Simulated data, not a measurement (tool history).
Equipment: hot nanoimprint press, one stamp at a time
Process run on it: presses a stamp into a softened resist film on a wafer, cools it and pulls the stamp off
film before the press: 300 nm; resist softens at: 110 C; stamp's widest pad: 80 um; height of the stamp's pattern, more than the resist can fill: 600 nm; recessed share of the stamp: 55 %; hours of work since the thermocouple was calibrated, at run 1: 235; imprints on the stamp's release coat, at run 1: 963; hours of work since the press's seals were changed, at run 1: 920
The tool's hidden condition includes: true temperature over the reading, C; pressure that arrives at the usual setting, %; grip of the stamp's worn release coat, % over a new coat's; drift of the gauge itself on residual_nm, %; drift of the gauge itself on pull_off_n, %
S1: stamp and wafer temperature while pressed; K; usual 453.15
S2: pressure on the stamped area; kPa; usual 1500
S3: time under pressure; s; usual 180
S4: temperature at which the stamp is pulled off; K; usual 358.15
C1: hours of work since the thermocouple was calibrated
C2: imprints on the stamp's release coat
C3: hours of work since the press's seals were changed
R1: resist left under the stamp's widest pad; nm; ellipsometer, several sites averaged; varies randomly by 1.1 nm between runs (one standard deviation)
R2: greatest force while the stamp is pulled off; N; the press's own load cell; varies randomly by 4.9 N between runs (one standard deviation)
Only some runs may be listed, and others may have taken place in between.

run	day	S1	S2	S3	S4	C1	C2	C3	R1	R2
1	0.000	453.15	1500	180	358.15	235	963	920	158.7	272
# day 1.662: stamp cleaned and given a new release coat
2	2.917	446.15	1500	180	358.15	279	133	964	203.2	228
3	5.925	453.15	2310	180	358.15	328	450	1013	129.4	250
4	7.979	453.15	2310	180	358.15	361	667	1046	129.3	249
# day 11.200: plate thermocouple calibrated
5	11.896	453.15	1500	180	357.15	11	1067	1108	167.3	297
# day 12.525: stamp cleaned and given a new release coat
6	15.529	453.15	1500	180	357.15	67	317	1164	165.5	256
7	18.033	453.15	1500	180	357.15	108	581	1205	164.6	273
8	21.092	453.15	1500	180	357.15	158	904	1255	162.0	288
# day 23.383: stamp cleaned and given a new release coat
9	23.383	445.15	1500	180	357.15	191	0	1288	214.0	246
10	25.900	445.15	1500	180	357.15	232	265	1329	215.0	252
# day 26.842: press's hydraulic seals changed and the load cell set to zero
11	28.571	453.15	1500	149	358.15	271	512	28	165.4	254
12	32.767	453.15	1500	149	358.15	339	955	97	164.2	261
# day 34.650: stamp cleaned and given a new release coat
13	35.383	453.15	1500	149	358.15	378	78	136	163.8	235
# day 37.688: plate thermocouple calibrated
14	39.088	453.15	1500	149	358.15	23	455	194	172.0	259
15	43.096	453.15	1500	180	363.15	88	878	260	160.7	244
# day 45.712: stamp cleaned and given a new release coat
16	46.667	453.15	1500	180	363.15	143	101	314	158.1	209
17	50.554	453.15	2290	267	359.15	206	511	378	109.7	259
18	52.821	448.15	1990	108	346.15	243	750	415	195.1	349
# day 56.688: stamp cleaned and given a new release coat
19	56.967	448.15	1990	108	346.15	307	29	479	191.9	304
20	61.175	462.15	2130	94	358.15	376	473	547	114.5	247
# day 63.483: plate thermocouple calibrated
21	64.171	450.15	1920	207	353.15	11	777	594	158.3	319
22	66.362	450.15	1920	207	353.15	47	1008	630	157.1	312
# day 67.650: stamp cleaned and given a new release coat
23	70.050	456.15	1910	149	358.15	103	254	686	136.8	247
24	73.892	455.15	1890	180	347.15	166	659	749	131.6	336

Estimate the outcome of run 25 from the log above:
25	77.042	455.15	1890	180	347.15	218	991	801	?	?

R1: 131.1 nm
R2: 356 N
Take away the tool's hidden state, keep the run-to-run variation as it was, and the same run would have given R1 133.8 nm, R2 307 N.
